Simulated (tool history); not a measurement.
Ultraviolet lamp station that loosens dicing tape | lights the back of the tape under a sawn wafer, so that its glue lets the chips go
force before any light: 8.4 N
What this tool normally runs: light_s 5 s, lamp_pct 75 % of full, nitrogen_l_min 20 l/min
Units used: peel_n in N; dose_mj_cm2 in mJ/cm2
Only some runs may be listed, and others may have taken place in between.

| run | hour | light_s | lamp_pct | nitrogen_l_min | peel_n | dose_mj_cm2 |
|---|---|---|---|---|---|---|
| 1 | 0.0 | 5 | 75 | 20 | 1.035 | 536 |
| 2 | 16.9 | 5 | 75 | 8 | 1.826 | 540 |
| 3 | 28.9 | 5 | 75 | 8 | 1.837 | 542 |
| 4 | 40.7 | 5 | 63 | 20 | 1.411 | 449 |
| 5 | 61.8 | 5 | 63 | 20 | 1.499 | 459 |
| 6 | 80.2 | 5 | 63 | 20 | 1.430 | 453 |
| 7 | 95.4 | 7 | 75 | 20 | 0.555 | 760 |
| 8 | 110.4 | 3 | 75 | 20 | 2.389 | 325 |
| 9 | 121.1 | 5 | 75 | 20 | 1.021 | 543 |
| 10 | 135.2 | 5 | 75 | 20 | 1.071 | 534 |
| 11 | 154.7 | 6 | 75 | 26 | 0.631 | 642 |
| 12 | 166.0 | 6 | 75 | 26 | 0.648 | 644 |

Run 13 comes next. What will it give?
|  | 179.9 | window cleaned of glue's vapour |
| 13 | 188.2 | 6 | 75 | 26 | ? | ? |

{"run 13": {"peel_n": 0.644, "dose_mj_cm2": 648}}
Had the tool carried no hidden state, the very same run would have given peel_n 0.640 N, dose_mj_cm2 650 mJ/cm2.
